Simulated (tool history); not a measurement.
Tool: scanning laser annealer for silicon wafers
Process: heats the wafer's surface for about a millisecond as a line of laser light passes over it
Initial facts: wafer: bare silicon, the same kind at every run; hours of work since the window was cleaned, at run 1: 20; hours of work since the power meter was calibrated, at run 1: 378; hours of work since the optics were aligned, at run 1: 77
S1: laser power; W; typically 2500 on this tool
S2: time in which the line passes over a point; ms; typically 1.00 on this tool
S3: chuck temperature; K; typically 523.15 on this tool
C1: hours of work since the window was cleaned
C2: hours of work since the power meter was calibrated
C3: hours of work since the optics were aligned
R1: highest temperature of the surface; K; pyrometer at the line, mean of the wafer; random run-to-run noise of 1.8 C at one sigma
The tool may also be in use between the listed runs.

{"run": 1, "hour": 0.0, "S1": 2500, "S2": 1.0, "S3": 523.15, "C1": 20, "C2": 378, "C3": 77, "R1": 1293.15}
{"run": 2, "hour": 19.9, "S1": 2500, "S2": 1.0, "S3": 523.15, "C1": 29, "C2": 387, "C3": 85, "R1": 1296.15}
{"run": 3, "hour": 32.6, "S1": 2553, "S2": 1.0, "S3": 523.15, "C1": 34, "C2": 392, "C3": 91, "R1": 1315.15}
{"run": 4, "hour": 51.6, "S1": 2500, "S2": 1.0, "S3": 523.15, "C1": 43, "C2": 401, "C3": 100, "R1": 1291.15}
{"run": 5, "hour": 74.1, "S1": 2500, "S2": 1.0, "S3": 523.15, "C1": 53, "C2": 411, "C3": 110, "R1": 1292.15}
{"run": 6, "hour": 91.7, "S1": 2500, "S2": 1.0, "S3": 523.15, "C1": 61, "C2": 419, "C3": 118, "R1": 1291.15}
{"run": 7, "hour": 105.2, "S1": 2500, "S2": 1.0, "S3": 523.15, "C1": 67, "C2": 425, "C3": 124, "R1": 1291.15}
{"run": 8, "hour": 126.3, "S1": 2500, "S2": 1.0, "S3": 523.15, "C1": 76, "C2": 434, "C3": 133, "R1": 1291.15}
{"run": 9, "hour": 136.0, "S1": 2500, "S2": 1.0, "S3": 523.15, "C1": 81, "C2": 439, "C3": 138, "R1": 1292.15}
{"run": 10, "hour": 154.2, "S1": 2697, "S2": 1.0, "S3": 523.15, "C1": 89, "C2": 447, "C3": 146, "R1": 1371.15}
{"run": 11, "hour": 174.9, "S1": 2697, "S2": 1.0, "S3": 523.15, "C1": 98, "C2": 456, "C3": 155, "R1": 1369.15}
{"run": 12, "hour": 198.5, "S1": 2500, "S2": 1.0, "S3": 523.15, "C1": 109, "C2": 467, "C3": 166, "R1": 1287.15}
{"run": 13, "hour": 218.1, "S1": 2500, "S2": 1.0, "S3": 523.15, "C1": 118, "C2": 475, "C3": 174, "R1": 1288.15}
{"run": 14, "hour": 229.2, "S1": 2500, "S2": 1.0, "S3": 488.15, "C1": 123, "C2": 480, "C3": 179, "R1": 1251.15}
{"run": 15, "hour": 239.6, "S1": 2500, "S2": 1.0, "S3": 488.15, "C1": 127, "C2": 485, "C3": 184, "R1": 1246.15}
{"run": 16, "hour": 261.1, "S1": 2500, "S2": 1.0, "S3": 488.15, "C1": 137, "C2": 495, "C3": 194, "R1": 1246.15}
{"run": 17, "hour": 281.8, "S1": 2500, "S2": 1.0, "S3": 488.15, "C1": 146, "C2": 504, "C3": 203, "R1": 1247.15}
{"run": 18, "hour": 296.1, "S1": 2338, "S2": 1.0, "S3": 488.15, "C1": 153, "C2": 510, "C3": 209, "R1": 1184.15}
{"run": 19, "hour": 312.7, "S1": 2338, "S2": 1.0, "S3": 488.15, "C1": 160, "C2": 518, "C3": 217, "R1": 1179.15}
{"run": 20, "hour": 333.1, "S1": 2500, "S2": 1.0, "S3": 523.15, "C1": 169, "C2": 527, "C3": 226, "R1": 1281.15}
{"run": 21, "hour": 354.1, "S1": 2500, "S2": 1.0, "S3": 498.15, "C1": 179, "C2": 536, "C3": 235, "R1": 1252.15}
{"run": 22, "hour": 373.6, "S1": 2500, "S2": 0.9, "S3": 499.15, "C1": 187, "C2": 545, "C3": 244, "R1": 1223.15}
{"run": 23, "hour": 388.4, "S1": 2500, "S2": 0.9, "S3": 499.15, "C1": 194, "C2": 552, "C3": 251, "R1": 1222.15}
{"run": 24, "hour": 399.6, "S1": 2500, "S2": 1.0, "S3": 530.15, "C1": 199, "C2": 557, "C3": 256, "R1": 1284.15}
{"run": 25, "hour": 421.9, "S1": 2207, "S2": 0.97, "S3": 523.15, "C1": 209, "C2": 567, "C3": 266, "R1": 1155.15}
{"run": 26, "hour": 443.5, "S1": 2207, "S2": 0.97, "S3": 523.15, "C1": 219, "C2": 577, "C3": 275, "R1": 1152.15}
{"run": 27, "hour": 462.4, "S1": 2415, "S2": 0.86, "S3": 556.15, "C1": 227, "C2": 585, "C3": 284, "R1": 1231.15}
{"run": 28, "hour": 481.7, "S1": 2415, "S2": 0.86, "S3": 556.15, "C1": 236, "C2": 594, "C3": 293, "R1": 1230.15}
{"run": 29, "hour": 502.1, "S1": 2500, "S2": 0.89, "S3": 552.15, "C1": 245, "C2": 603, "C3": 302, "R1": 1268.15}
{"run": 30, "hour": 518.3, "S1": 2646, "S2": 0.89, "S3": 548.15, "C1": 252, "C2": 610, "C3": 309, "R1": 1317.15}
{"run": 31, "hour": 541.0, "S1": 2646, "S2": 0.89, "S3": 548.15, "C1": 262, "C2": 620, "C3": 319, "R1": 1311.15}
{"run": 32, "hour": 561.2, "S1": 2646, "S2": 1.11, "S3": 548.15, "C1": 271, "C2": 629, "C3": 328, "R1": 1391.15}
{"run": 33, "hour": 578.4, "S1": 2254, "S2": 0.86, "S3": 504.15, "C1": 279, "C2": 637, "C3": 336, "R1": 1116.15}
{"run": 34, "hour": 593.4, "S1": 2254, "S2": 0.86, "S3": 504.15, "C1": 286, "C2": 644, "C3": 343, "R1": 1115.15}
{"run": 35, "hour": 607.0, "S1": 2213, "S2": 0.87, "S3": 504.15, "C1": 292, "C2": 650, "C3": 349, "R1": 1105.15}
{"run": 36, "hour": 622.0, "S1": 2213, "S2": 0.87, "S3": 504.15, "C1": 299, "C2": 657, "C3": 355, "R1": 1099.15}
{"run": 37, "hour": 641.2, "S1": 2339, "S2": 0.91, "S3": 504.15, "C1": 307, "C2": 665, "C3": 364, "R1": 1156.15}
{"run": 38, "hour": 657.2, "S1": 2500, "S2": 0.71, "S3": 546.15, "C1": 315, "C2": 672, "C3": 371, "R1": 1186.15}
{"run": 39, "hour": 680.3, "S1": 2482, "S2": 0.82, "S3": 523.15, "C1": 325, "C2": 683, "C3": 382, "R1": 1203.15}
{"run": 40, "hour": 694.5, "S1": 2500, "S2": 1.04, "S3": 523.15, "C1": 331, "C2": 689, "C3": 388, "R1": 1274.15}
{"run": 41, "hour": 709.8, "S1": 2547, "S2": 1.07, "S3": 506.15, "C1": 338, "C2": 696, "C3": 395, "R1": 1286.15}

Forecast each of these 3 alternatives for the next run:
{"run": "A", "hour": 719.6, "S1": 2547, "S2": 1.07, "S3": 486.15, "C1": 343, "C2": 700, "C3": 399, "R1": "?"}
{"run": "B", "hour": 719.6, "S1": 2360, "S2": 1.0, "S3": 523.15, "C1": 343, "C2": 700, "C3": 399, "R1": "?"}
{"run": "C", "hour": 719.6, "S1": 2583, "S2": 0.99, "S3": 540.15, "C1": 343, "C2": 700, "C3": 399, "R1": "?"}

run=A R1=1267.15
run=B R1=1211.15
run=C R1=1308.15
What these runs would have given with no unlogged condition in the tool:
run=A R1=1305.15
run=B R1=1244.15
run=C R1=1345.15
